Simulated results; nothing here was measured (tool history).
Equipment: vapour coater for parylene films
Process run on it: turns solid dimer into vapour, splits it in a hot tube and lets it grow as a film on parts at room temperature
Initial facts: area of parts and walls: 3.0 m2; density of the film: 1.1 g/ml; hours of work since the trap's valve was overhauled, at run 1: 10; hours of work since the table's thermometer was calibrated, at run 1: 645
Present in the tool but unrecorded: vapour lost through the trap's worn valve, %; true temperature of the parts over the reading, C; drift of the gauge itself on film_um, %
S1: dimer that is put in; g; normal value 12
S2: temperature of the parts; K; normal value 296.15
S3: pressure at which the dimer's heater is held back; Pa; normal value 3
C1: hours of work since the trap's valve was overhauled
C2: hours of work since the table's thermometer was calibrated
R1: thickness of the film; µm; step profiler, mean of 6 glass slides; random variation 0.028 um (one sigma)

run	day	S1	S2	S3	C1	C2	R1
1	0	12	296.15	3	10	645	2.35
2	1.988	12	296.15	3	33	668	2.31
3	3.971	12	296.15	3	55	691	2.34
4	5.533	12	296.15	3	73	709	2.29
5	7.292	12	296.15	3	94	729	2.26
6	9.346	12	296.15	2.67	117	752	2.3
7	11.217	12	296.15	2.67	139	774	2.26
8	12.646	12	296.15	2.67	155	790	2.26
9	14.808	12	296.15	3	180	815	2.1
# day 15.1: trap's valve overhauled
10	17.258	12	296.15	3	25	841	2.07
11	18.354	12	296.15	3	37	854	2.05
12	19.846	12	289.15	3	55	871	2.52
# day 22.179: trap's valve overhauled, once more
13	22.196	12	289.15	3	0	896	3.05
14	23.362	12	289.15	3	14	910	3
15	25.092	18	296.15	3	33	930	3.58
16	27.338	6	296.15	4.63	59	955	1.01
17	28.371	5	300.15	4.63	71	967	0.76
18	30.175	5	300.15	4.63	92	988	0.74
19	31.983	12	297.15	8.92	113	1009	1.64
20	33.921	7	291.15	3	135	1031	1.53
21	35.658	10	290.15	3	155	1051	2.22
22	36.8	10	290.15	3.25	168	1064	2.1
23	38.15	12	298.15	3	183	1080	2

What does the tool deliver on the next run?
24	39.917	12	298.15	11.61	204	1100	?

Run 24 produced R1 1.4 µm.
With no hidden state in the tool, this same run would have given R1 1.6 µm.
